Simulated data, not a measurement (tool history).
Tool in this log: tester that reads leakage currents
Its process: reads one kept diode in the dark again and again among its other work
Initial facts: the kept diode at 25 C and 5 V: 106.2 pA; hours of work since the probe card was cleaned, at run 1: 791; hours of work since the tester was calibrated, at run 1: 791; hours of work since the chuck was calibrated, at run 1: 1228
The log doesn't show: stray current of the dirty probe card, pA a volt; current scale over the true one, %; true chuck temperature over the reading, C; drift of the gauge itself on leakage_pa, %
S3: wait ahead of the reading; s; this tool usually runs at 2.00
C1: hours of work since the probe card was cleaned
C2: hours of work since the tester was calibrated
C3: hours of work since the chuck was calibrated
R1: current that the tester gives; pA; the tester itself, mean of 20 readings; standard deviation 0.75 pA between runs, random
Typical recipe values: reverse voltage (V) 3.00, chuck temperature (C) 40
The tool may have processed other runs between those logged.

run 1 hour=0.0 | reverse_voltage_(V)=3.00 chuck_temperature_(C)=40 S3=2.00 | C1=791 C2=791 C3=1228 | R1=238.78
run 2 hour=51.5 | reverse_voltage_(V)=3.00 chuck_temperature_(C)=27 S3=2.00 | C1=814 C2=814 C3=1250 | R1=91.71
run 3 hour=81.7 | reverse_voltage_(V)=3.00 chuck_temperature_(C)=40 S3=2.00 | C1=827 C2=827 C3=1264 | R1=239.77
run 4 hour=116.1 | reverse_voltage_(V)=3.00 chuck_temperature_(C)=40 S3=0.69 | C1=842 C2=842 C3=1279 | R1=238.22
run 5 hour=171.1 | reverse_voltage_(V)=3.00 chuck_temperature_(C)=40 S3=0.69 | C1=867 C2=867 C3=1303 | R1=238.94
run 6 hour=207.5 | reverse_voltage_(V)=3.00 chuck_temperature_(C)=27 S3=0.69 | C1=883 C2=883 C3=1319 | R1=92.06
run 7 hour=265.9 | reverse_voltage_(V)=3.00 chuck_temperature_(C)=27 S3=0.69 | C1=909 C2=909 C3=1345 | R1=92.44
run 8 hour=327.3 | reverse_voltage_(V)=3.00 chuck_temperature_(C)=27 S3=0.69 | C1=936 C2=936 C3=1372 | R1=92.12
run 9 hour=360.4 | reverse_voltage_(V)=3.00 chuck_temperature_(C)=40 S3=2.00 | C1=950 C2=950 C3=1387 | R1=237.18
-- hour=387.0 chuck's temperature calibrated
run 10 hour=434.5 | reverse_voltage_(V)=3.00 chuck_temperature_(C)=40 S3=2.00 | C1=982 C2=982 C3=21 | R1=234.13
run 11 hour=495.0 | reverse_voltage_(V)=3.00 chuck_temperature_(C)=40 S3=2.00 | C1=1009 C2=1009 C3=48 | R1=233.57
run 12 hour=558.6 | reverse_voltage_(V)=3.00 chuck_temperature_(C)=40 S3=2.00 | C1=1037 C2=1037 C3=76 | R1=234.46
-- hour=576.7 chuck's temperature calibrated, once more
run 13 hour=595.7 | reverse_voltage_(V)=3.00 chuck_temperature_(C)=40 S3=2.00 | C1=1053 C2=1053 C3=8 | R1=248.32
run 14 hour=667.9 | reverse_voltage_(V)=3.00 chuck_temperature_(C)=40 S3=2.00 | C1=1085 C2=1085 C3=40 | R1=247.25
run 15 hour=732.6 | reverse_voltage_(V)=1.80 chuck_temperature_(C)=40 S3=2.00 | C1=1114 C2=1114 C3=69 | R1=189.30
run 16 hour=791.4 | reverse_voltage_(V)=1.80 chuck_temperature_(C)=40 S3=2.00 | C1=1140 C2=1140 C3=95 | R1=188.55
run 17 hour=823.0 | reverse_voltage_(V)=1.80 chuck_temperature_(C)=57 S3=2.00 | C1=1154 C2=1154 C3=109 | R1=590.08
-- hour=858.7 probe card cleaned and baked
run 18 hour=892.5 | reverse_voltage_(V)=1.80 chuck_temperature_(C)=25 S3=3.20 | C1=15 C2=1183 C3=139 | R1=60.86
run 19 hour=953.5 | reverse_voltage_(V)=1.80 chuck_temperature_(C)=25 S3=3.20 | C1=42 C2=1210 C3=166 | R1=60.82
run 20 hour=1012.8 | reverse_voltage_(V)=12.69 chuck_temperature_(C)=22 S3=1.05 | C1=68 C2=1236 C3=192 | R1=138.49
run 21 hour=1078.7 | reverse_voltage_(V)=12.69 chuck_temperature_(C)=22 S3=1.05 | C1=97 C2=1265 C3=221 | R1=138.10
run 22 hour=1114.6 | reverse_voltage_(V)=12.69 chuck_temperature_(C)=22 S3=1.05 | C1=113 C2=1281 C3=237 | R1=137.42
run 23 hour=1168.3 | reverse_voltage_(V)=10.80 chuck_temperature_(C)=23 S3=0.54 | C1=137 C2=1305 C3=261 | R1=138.59
run 24 hour=1207.4 | reverse_voltage_(V)=2.02 chuck_temperature_(C)=20 S3=2.00 | C1=154 C2=1322 C3=278 | R1=43.31
run 25 hour=1252.8 | reverse_voltage_(V)=7.10 chuck_temperature_(C)=28 S3=0.35 | C1=175 C2=1343 C3=298 | R1=163.86
run 26 hour=1318.7 | reverse_voltage_(V)=8.33 chuck_temperature_(C)=54 S3=1.22 | C1=204 C2=1372 C3=327 | R1=1079.75
run 27 hour=1385.3 | reverse_voltage_(V)=2.27 chuck_temperature_(C)=40 S3=5.49 | C1=233 C2=1401 C3=357 | R1=208.42
run 28 hour=1442.9 | reverse_voltage_(V)=9.34 chuck_temperature_(C)=25 S3=2.00 | C1=259 C2=1427 C3=382 | R1=145.98
run 29 hour=1490.9 | reverse_voltage_(V)=3.00 chuck_temperature_(C)=36 S3=1.20 | C1=280 C2=1448 C3=404 | R1=182.06
run 30 hour=1547.9 | reverse_voltage_(V)=3.00 chuck_temperature_(C)=36 S3=1.20 | C1=305 C2=1473 C3=429 | R1=182.20
run 31 hour=1591.6 | reverse_voltage_(V)=3.00 chuck_temperature_(C)=40 S3=8.58 | C1=325 C2=1493 C3=448 | R1=242.04

Table of differences, measured result less the result of that run with no hidden state. Run-to-run variation is the same in both. Gauge scatter possibly is not:
run=1 R1=-9.83
run=2 R1=-3.00
run=3 R1=-10.21
run=4 R1=-10.26
run=5 R1=-10.55
run=6 R1=-3.17
run=7 R1=-3.25
run=8 R1=-3.31
run=9 R1=-11.26
run=10 R1=-13.69
run=11 R1=-13.93
run=12 R1=-14.22
run=13 R1=-0.30
run=14 R1=-0.60
run=15 R1=-1.08
run=16 R1=-1.26
run=17 R1=-7.13
run=18 R1=-1.09
run=19 R1=-1.14
run=20 R1=-2.26
run=21 R1=-2.21
run=22 R1=-2.16
run=23 R1=-2.27
run=24 R1=-0.90
run=25 R1=-3.29
run=26 R1=-25.19
run=27 R1=-5.38
run=28 R1=-2.71
run=29 R1=-4.92
run=30 R1=-5.09
run=31 R1=-7.05

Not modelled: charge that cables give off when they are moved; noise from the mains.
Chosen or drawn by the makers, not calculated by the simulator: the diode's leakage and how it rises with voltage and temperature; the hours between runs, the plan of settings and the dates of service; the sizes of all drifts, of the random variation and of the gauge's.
